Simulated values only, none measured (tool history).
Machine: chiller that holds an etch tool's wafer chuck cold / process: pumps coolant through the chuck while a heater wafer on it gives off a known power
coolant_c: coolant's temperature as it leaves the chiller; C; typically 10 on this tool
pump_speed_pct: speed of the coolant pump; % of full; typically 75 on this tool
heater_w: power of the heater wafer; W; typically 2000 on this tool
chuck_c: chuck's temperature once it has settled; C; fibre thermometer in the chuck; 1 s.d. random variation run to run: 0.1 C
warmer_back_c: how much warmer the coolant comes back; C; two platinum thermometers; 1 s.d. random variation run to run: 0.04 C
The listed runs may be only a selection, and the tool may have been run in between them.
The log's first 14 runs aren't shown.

run    hour  coolant_c  pump_speed_pct  heater_w  chuck_c  warmer_back_c
 15   455.8          3              75      2000     20.1           8.85
 16     481          3              75      2000     19.9           8.85
 17   504.7          3              75      2000     19.9           8.83
 18   541.8         11              75      2649     33.4          11.64
 19   582.1         10              91      1198     18.5           4.33
      587.2  -- chiller's thermometer calibrated
 20     604         10              91      1198     18.5            4.4
 21   635.8         18              96      1813     30.5           6.33
 22   665.9          2              67      1368     14.6           6.79
 23   690.8         13              84      1161     21.8           4.63
 24     732         10              83      2603     30.3          10.48
 25     759         19              66      2603     43.7          13.05
 26     806         11              66      1329     23.6           6.69
 27   846.2         16              91      1523     26.9           5.62
      873.1  -- chiller's thermometer calibrated, once more
 28     895         10              78      2000     26.8           8.54
 29   934.2          5              85      2159     21.8           8.42
 30     967         17              85      2159     33.9           8.47
 31  1003.9         17              85      2159     33.9           8.44
 32  1035.6         10              75      1883     26.3           8.35
 33  1055.4         13              98      1883     25.9           6.48

Forecast each of these 3 alternatives for the next run:
  A  1080.4         16              75      2219        ?              ?
  B  1080.4         10              92      2050        ?              ?
  C  1080.4         13              99      1883        ?              ?

run  chuck_c  warmer_back_c
  A     35.3           9.87
  B       25           7.48
  C       26            6.5
Had the tool no hidden state, the same runs would have come out as:
run  chuck_c  warmer_back_c
  A     33.8           9.64
  B     23.8           7.31
  C       25           6.36

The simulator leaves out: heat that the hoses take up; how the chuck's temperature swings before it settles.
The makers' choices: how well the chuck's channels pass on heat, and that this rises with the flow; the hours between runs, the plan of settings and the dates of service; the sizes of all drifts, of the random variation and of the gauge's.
